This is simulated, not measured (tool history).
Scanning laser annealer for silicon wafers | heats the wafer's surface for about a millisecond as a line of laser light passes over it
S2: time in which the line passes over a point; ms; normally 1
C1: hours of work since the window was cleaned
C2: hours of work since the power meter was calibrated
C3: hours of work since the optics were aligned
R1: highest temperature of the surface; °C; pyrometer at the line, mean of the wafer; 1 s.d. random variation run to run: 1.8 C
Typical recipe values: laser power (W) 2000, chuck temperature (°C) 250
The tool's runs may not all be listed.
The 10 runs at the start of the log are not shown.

Run 11, hour 95.8: usual settings but S2 1.12 ms; C1 50; C2 294; C3 1334. Result: R1 1019 °C.
Run 12, hour 104.4: usual settings but S2 1.12 ms; C1 55; C2 298; C3 1338. Result: R1 1019 °C.
Run 13, hour 111.4: usual settings but S2 0.74 ms; C1 58; C2 302; C3 1342. Result: R1 870 °C.
Run 14, hour 117.4: usual settings but S2 0.91 ms; C1 61; C2 305; C3 1345. Result: R1 936 °C.
Run 15, hour 125.4: usual settings but S2 0.91 ms; C1 66; C2 309; C3 1349. Result: R1 939 °C.
Run 16, hour 130.9: usual settings but S2 0.91 ms; C1 69; C2 312; C3 1352. Result: R1 943 °C.
Run 17, hour 138.8: usual settings but S2 0.91 ms, chuck temperature (°C) 278; C1 73; C2 316; C3 1356. Result: R1 966 °C.
Run 18, hour 146.6: usual settings but S2 1.22 ms, chuck temperature (°C) 278; C1 77; C2 320; C3 1360. Result: R1 1083 °C.
Run 19, hour 151.9: usual settings but S2 0.99 ms, chuck temperature (°C) 272; C1 79; C2 323; C3 1363. Result: R1 993 °C.
Run 20, hour 163.8: usual settings but laser power (W) 2148, S2 1.22 ms, chuck temperature (°C) 287; C1 86; C2 329; C3 1369. Result: R1 1168 °C.
Run 21, hour 170.9: usual settings but laser power (W) 2119, S2 1.22 ms, chuck temperature (°C) 281; C1 89; C2 333; C3 1373. Result: R1 1147 °C.
Run 22, hour 176.3: usual settings but laser power (W) 2055, chuck temperature (°C) 279; C1 92; C2 336; C3 1376. Result: R1 1029 °C.
Run 23, hour 186.3: usual settings but laser power (W) 2107, S2 0.77 ms; C1 97; C2 341; C3 1381. Result: R1 927 °C.
Run 24, hour 192.4: usual settings but S2 0.88 ms, chuck temperature (°C) 262; C1 101; C2 344; C3 1384. Result: R1 939 °C.
Run 25, hour 199.8: usual settings but laser power (W) 2147, S2 1.21 ms, chuck temperature (°C) 262; C1 105; C2 348; C3 1388. Result: R1 1139 °C.
Run 26, hour 211.8: usual settings but laser power (W) 2147, S2 1.21 ms, chuck temperature (°C) 262; C1 111; C2 354; C3 1394. Result: R1 1140 °C.
Run 27, hour 217.3: usual settings but laser power (W) 2147, S2 1.21 ms, chuck temperature (°C) 262; C1 114; C2 357; C3 1397. Result: R1 1143 °C.
Run 28, hour 227: usual settings but laser power (W) 2199, S2 1.05 ms, chuck temperature (°C) 255; C1 119; C2 362; C3 1402. Result: R1 1098 °C.
Run 29, hour 232.4: usual settings but laser power (W) 1782; C1 122; C2 365; C3 1405. Result: R1 870 °C.
Run 30, hour 243.2: usual settings but laser power (W) 1782; C1 127; C2 371; C3 1411. Result: R1 873 °C.
Run 31, hour 249.9: usual settings but laser power (W) 1782; C1 131; C2 374; C3 1414. Result: R1 874 °C.
Run 32, hour 262.3: usual settings but laser power (W) 1782, S2 0.95 ms; C1 137; C2 381; C3 1421. Result: R1 855 °C.
Run 33, hour 270.3: usual settings but laser power (W) 1782, S2 0.95 ms, chuck temperature (°C) 289; C1 141; C2 385; C3 1425. Result: R1 895 °C.
Run 34, hour 282: usual settings but laser power (W) 2067, S2 1.1 ms, chuck temperature (°C) 265; C1 148; C2 391; C3 1431. Result: R1 1060 °C.

Alternative continuations, all from the tool just after run 34; predict every row:
Run A, hour 288.3: usual settings but chuck temperature (°C) 269; C1 151; C2 394; C3 1434. Result: R1 ?.
Run B, hour 288.3: usual settings but laser power (W) 1941, S2 1.04 ms, chuck temperature (°C) 241; C1 151; C2 394; C3 1434. Result: R1 ?.
Run C, hour 288.3: usual settings but laser power (W) 1944; C1 151; C2 394; C3 1434. Result: R1 ?.
Run D, hour 288.3: usual settings but laser power (W) 2067, S2 0.74 ms, chuck temperature (°C) 247; C1 151; C2 394; C3 1434. Result: R1 ?.
Run E, hour 288.3: usual settings but chuck temperature (°C) 212; C1 151; C2 394; C3 1434. Result: R1 ?.

run   R1
  A  995
  B  949
  C  947
  D  891
  E  935
Stripped of hidden state, with their random variation kept, the same runs would have yielded:
run   R1
  A  996
  B  950
  C  948
  D  892
  E  935

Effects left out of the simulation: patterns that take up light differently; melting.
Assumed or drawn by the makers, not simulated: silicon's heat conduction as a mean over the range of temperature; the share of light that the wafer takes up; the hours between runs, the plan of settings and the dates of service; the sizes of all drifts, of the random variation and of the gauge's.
